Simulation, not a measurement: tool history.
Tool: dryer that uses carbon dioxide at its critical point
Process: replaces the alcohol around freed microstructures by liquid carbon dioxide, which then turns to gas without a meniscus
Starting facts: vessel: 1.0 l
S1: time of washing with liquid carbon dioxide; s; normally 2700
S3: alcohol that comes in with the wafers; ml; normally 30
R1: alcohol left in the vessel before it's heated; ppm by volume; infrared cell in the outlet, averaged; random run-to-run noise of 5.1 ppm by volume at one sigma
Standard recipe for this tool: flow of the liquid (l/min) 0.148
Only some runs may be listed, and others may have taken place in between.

Run 1, hour 0: usual settings. Result: R1 122 ppm by volume.
Run 2, hour 26.1: usual settings but S3 66 ml. Result: R1 258 ppm by volume.
Run 3, hour 52.8: usual settings but flow of the liquid (l/min) 0.103, S3 66 ml. Result: R1 1452 ppm by volume.
Run 4, hour 86.5: usual settings. Result: R1 132 ppm by volume.
Run 5, hour 136.1: usual settings. Result: R1 139 ppm by volume.
Run 6, hour 171.2: usual settings. Result: R1 140 ppm by volume.
Run 7, hour 204.2: usual settings but S1 3780 s. Result: R1 27 ppm by volume.
Run 8, hour 233.2: usual settings but S3 67 ml. Result: R1 335 ppm by volume.
Run 9, hour 274.1: usual settings but S3 117 ml. Result: R1 571 ppm by volume.
At hour 291.5: inlet filter changed.
Run 10, hour 327.2: usual settings but S3 117 ml. Result: R1 216 ppm by volume.
Run 11, hour 369.8: usual settings but S3 93 ml. Result: R1 188 ppm by volume.
Run 12, hour 396.9: usual settings. Result: R1 73 ppm by volume.
Run 13, hour 437.9: usual settings but S1 3720 s. Result: R1 29 ppm by volume.
Run 14, hour 473: usual settings but S1 2580 s. Result: R1 109 ppm by volume.
Run 15, hour 526.4: usual settings but S1 2580 s. Result: R1 112 ppm by volume.
Run 16, hour 556.9: usual settings but S3 83 ml. Result: R1 205 ppm by volume.
Run 17, hour 580: usual settings. Result: R1 90 ppm by volume.
Run 18, hour 604.7: usual settings. Result: R1 97 ppm by volume.
Run 19, hour 657: usual settings. Result: R1 103 ppm by volume.
Run 20, hour 711.6: usual settings. Result: R1 112 ppm by volume.
Run 21, hour 736.3: usual settings but S1 2640 s. Result: R1 111 ppm by volume.
Run 22, hour 778.7: usual settings but S1 2640 s. Result: R1 127 ppm by volume.
Run 23, hour 811.9: usual settings but S1 2640 s. Result: R1 140 ppm by volume.
Run 24, hour 836.3: usual settings but S1 2520 s. Result: R1 153 ppm by volume.
Run 25, hour 891.2: usual settings but S1 2520 s. Result: R1 172 ppm by volume.
Run 26, hour 943.9: usual settings but S1 2520 s, flow of the liquid (l/min) 0.14. Result: R1 243 ppm by volume.
Run 27, hour 997.7: usual settings but S1 2460 s, flow of the liquid (l/min) 0.234. Result: R1 34 ppm by volume.
Run 28, hour 1025.8: usual settings but S3 67 ml. Result: R1 297 ppm by volume.
Run 29, hour 1058.6: usual settings but S3 67 ml. Result: R1 305 ppm by volume.
Run 30, hour 1087.4: usual settings but S1 1680 s, S3 35 ml. Result: R1 1209 ppm by volume.
Run 31, hour 1111.1: usual settings but S1 2460 s. Result: R1 234 ppm by volume.
Run 32, hour 1146.3: usual settings but S1 2460 s. Result: R1 257 ppm by volume.
Run 33, hour 1169.4: usual settings but S1 2460 s. Result: R1 257 ppm by volume.
Run 34, hour 1217.8: usual settings but S1 2040 s, flow of the liquid (l/min) 0.158, S3 55 ml. Result: R1 753 ppm by volume.
At hour 1253.4: inlet filter changed.
Run 35, hour 1264.7: usual settings but S1 2040 s, flow of the liquid (l/min) 0.158, S3 105 ml. Result: R1 621 ppm by volume.
Run 36, hour 1313: usual settings but S1 2040 s, flow of the liquid (l/min) 0.158, S3 105 ml. Result: R1 647 ppm by volume.
Run 37, hour 1339.9: usual settings but S1 2040 s, flow of the liquid (l/min) 0.096, S3 23 ml. Result: R1 1169 ppm by volume.
Run 38, hour 1369.7: usual settings but S1 3240 s, flow of the liquid (l/min) 0.109, S3 83 ml. Result: R1 407 ppm by volume.
Run 39, hour 1403.6: usual settings but S1 3600 s, flow of the liquid (l/min) 0.239, S3 53 ml. Result: R1 49 ppm by volume.
Run 40, hour 1441.9: usual settings but S1 3600 s, flow of the liquid (l/min) 0.239, S3 32 ml. Result: R1 38 ppm by volume.
Run 41, hour 1478.8: usual settings but S1 3600 s, flow of the liquid (l/min) 0.239, S3 32 ml. Result: R1 47 ppm by volume.
Run 42, hour 1509.6: usual settings but S1 3000 s, S3 44 ml. Result: R1 90 ppm by volume.
Run 43, hour 1551: usual settings but S1 3480 s, flow of the liquid (l/min) 0.172, S3 58 ml. Result: R1 47 ppm by volume.
Run 44, hour 1593.8: usual settings but S1 3480 s, flow of the liquid (l/min) 0.172, S3 58 ml. Result: R1 41 ppm by volume.
Run 45, hour 1622.5: usual settings but S1 2760 s, S3 91 ml. Result: R1 244 ppm by volume.
Run 46, hour 1668.8: usual settings but S1 2760 s, S3 91 ml. Result: R1 251 ppm by volume.
Run 47, hour 1706: usual settings but S1 2760 s, S3 91 ml. Result: R1 271 ppm by volume.
Run 48, hour 1746.7: usual settings but S1 2040 s, S3 29 ml. Result: R1 393 ppm by volume.

3 ways to go on from here, each from the tool as it stands after run 48. What would each give?
Run A, hour 1797.4: usual settings but S1 1860 s, flow of the liquid (l/min) 0.198, S3 32 ml. Result: R1 ?.
Run B, hour 1797.4: usual settings but S1 1860 s. Result: R1 ?.
Run C, hour 1797.4: usual settings but S1 3840 s, S3 29 ml. Result: R1 ?.

run   R1
  A  188
  B  595
  C   57
With no hidden state in the tool, these same runs would have given:
run   R1
  A   80
  B  348
  C   10

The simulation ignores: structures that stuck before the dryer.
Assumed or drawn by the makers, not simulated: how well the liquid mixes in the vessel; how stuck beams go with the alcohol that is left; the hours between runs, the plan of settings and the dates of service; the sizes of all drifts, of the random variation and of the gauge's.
